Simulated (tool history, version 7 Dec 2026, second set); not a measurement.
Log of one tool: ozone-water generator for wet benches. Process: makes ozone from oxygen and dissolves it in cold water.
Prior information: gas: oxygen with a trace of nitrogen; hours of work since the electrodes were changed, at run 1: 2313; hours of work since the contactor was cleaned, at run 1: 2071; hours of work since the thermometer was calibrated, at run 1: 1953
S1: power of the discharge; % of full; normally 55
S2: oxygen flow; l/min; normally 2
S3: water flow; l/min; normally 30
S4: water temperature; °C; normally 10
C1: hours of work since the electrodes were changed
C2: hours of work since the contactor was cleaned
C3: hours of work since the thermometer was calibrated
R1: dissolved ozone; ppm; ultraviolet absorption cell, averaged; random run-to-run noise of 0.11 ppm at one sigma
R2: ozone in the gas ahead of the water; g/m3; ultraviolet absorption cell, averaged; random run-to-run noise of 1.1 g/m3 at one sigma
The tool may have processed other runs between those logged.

run    hour  S1    S2  S3  S4    C1    C2    C3   R1     R2
  1       0  55     2  30  10  2313  2071  1953  6.3  182.5
  2    63.8  55     2  30  10  2371  2129  2011  6.3  181.2
  3   209.7  55     2  30  10  2503  2261  2144  6.3  179.8
  4   340.9  55     2  30  10  2623  2381  2263  6.1  178.8
  5   445.5  55     2  30  10  2718  2476  2358  6.2  178.8
  6   572.9  55     2  30  10  2834  2592  2474  6.2  177.1
  7     639  55     2  30  10  2894  2652  2534  6.4  176.4
  8   762.6  55     2  30  10  3006  2764  2647  6.3  173.6
  9   881.9  55     2  30  10  3115  2873  2755  6.1  173.1
 10  1035.7  55     2  30  10  3254  3013  2895    6  173.3
     1145.5  -- contactor cleaned
 11  1148.1  55     2  30  16  3353     2  2993    6  173.2
 12  1235.1  55     2  30  10  3432    81  3072    6  170.3
     1341.1  -- water thermometer calibrated
 13    1380  55     2  30  10  3563   213    35    6  169.9
 14  1522.5  55     2  30  10  3693   342   165  6.1  168.9
 15  1638.8  55     2  30  10  3799   448   271  6.2  170.3
 16  1722.8  55     2  30  10  3875   524   347  5.8  166.4
 17  1844.9  55     2  30  10  3986   635   458  5.8  166.7
 18  1940.8  55     2  30  10  4073   723   545  5.8  165.8
 19  2067.8  55     2  42   7  4189   838   661  4.1  162.2
 20  2211.1  55     2  41   7  4319   968   791  4.1  161.9
 21  2336.1  41     2  23  10  4433  1082   905  6.3  131.8
 22    2411  43  1.35  23  12  4501  1150   973  5.6  171.6
 23  2543.9  43  1.35  23   6  4622  1271  1094  5.6    170
 24  2683.2  61  1.01  30  13  4748  1398  1220  4.9  249.1
 25  2770.8  73  2.36  30   8  4828  1477  1300    7  172.3
 26  2871.7  73  2.36  48   8  4920  1569  1392    4  169.3
 27  2936.1  78     2  20   7  4978  1628  1450   11  194.9
 28  3029.8  63  2.98  24  11  5064  1713  1536  8.2  134.2
 29  3154.1  51  2.27  21  14  5177  1826  1649  7.4    137
 30  3228.9  85  2.18  30  10  5245  1894  1717  7.2  193.1
 31    3340  53  2.18  22  11  5346  1995  1818  7.4  141.4
 32  3418.1  49     2  21   6  5417  2066  1889  7.4  139.3

Hidden condition of the tool, last listed run before each entry between runs versus first listed run after:
After run 10, before run 11: contactor cleaned (hour 1145.5)
  yield of the discharge, % of new electrodes': 81 -> 80.4; contactor's efficiency, % of a clean one's: 93.2 -> 99.5; true water temperature over the reading, C: 0.45 -> 0.46
  measured minus no-state result, R1: -1.4 -> -1.2 ppm; R2: -32 -> -32.9 g/m3
After run 12, before run 13: water thermometer calibrated (hour 1341.1)
  yield of the discharge, % of new electrodes': 80 -> 79.2; contactor's efficiency, % of a clean one's: 99.3 -> 99.1; true water temperature over the reading, C: 0.47 -> 0.06
  measured minus no-state result, R1: -1.3 -> -1.3 ppm; R2: -33.5 -> -35.1 g/m3
